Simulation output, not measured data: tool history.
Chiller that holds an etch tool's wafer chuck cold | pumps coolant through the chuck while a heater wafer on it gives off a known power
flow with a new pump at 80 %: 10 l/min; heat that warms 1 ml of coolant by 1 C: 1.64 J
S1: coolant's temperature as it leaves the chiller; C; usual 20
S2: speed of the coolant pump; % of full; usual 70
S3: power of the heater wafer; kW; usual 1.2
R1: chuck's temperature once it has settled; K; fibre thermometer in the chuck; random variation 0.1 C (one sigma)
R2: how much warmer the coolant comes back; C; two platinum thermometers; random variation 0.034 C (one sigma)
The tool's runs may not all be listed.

run     day  S1  S2     S3      R1    R2
  1       0  20  70    1.2  302.25  5.15
  2   0.517  20  70    1.2  302.15   5.1
  3     1.7  11  70    1.2  293.05  5.06
  4   2.667  11  70    1.2  293.25  5.09
  5   3.362  20  94    1.2  300.15  3.74
  6   4.146  20  72    1.2  301.75  4.98
  7   5.262  20  72    1.2  302.05  4.93
  8   6.008  20  72    1.2  302.05  4.95
  9   7.121  20  70    1.2  302.25  5.08
 10   8.171  20  70    1.2  302.15   5.1
 11   9.296  20  70    1.2  302.25  5.01
 12   9.917  17  70    1.2  299.25  5.09
 13  11.125  20  70    1.2  302.05  5.08
 14  12.296  20  76    1.2  301.55  4.59
 15  12.846  20  76    1.2  301.55  4.72
 16  13.833  20  70    1.2  302.05  5.11
 17  15.012  20  70    1.2  302.25  5.06
 18  16.117  20  70    1.2  302.45  5.12
 19  17.212  14  92  0.723  291.45  2.25
 20  18.221  18  84  1.001  297.55  3.44
 21  19.108  27  79  0.856  306.05  3.19
 22  20.283  27  79  0.796  305.55  2.96
 23  20.829  25  64  0.715  303.75  3.38
 24  21.379  14  68  0.944  294.35  4.15
 25  22.338  15  65   0.76  294.35  3.51
 26  23.262  15  97  0.679  292.25  1.99
 27  23.829  21  63  1.176  303.85  5.57
 28  24.496  21  91  1.199  301.35  3.85
 29      25  21  91  1.199  301.45  3.82
 30  25.917  10  70  0.918  290.05  3.82
 31  26.979  12  81  1.297  293.95  4.67
 32  27.538  19  92    1.2  299.45   3.8

Forecast each of these 3 alternatives for the next run:
  A  28.671  23  71  1.083   ?   ?
  B  28.671  20  70  1.197   ?   ?
  C  28.671  12  92  0.634   ?   ?

run      R1    R2
  A  304.15  4.53
  B  302.05  5.13
  C  289.25  1.98
Without the tool's hidden state the same runs would have given:
run      R1    R2
  A  304.15  4.52
  B  302.05  5.12
  C  289.25  1.98
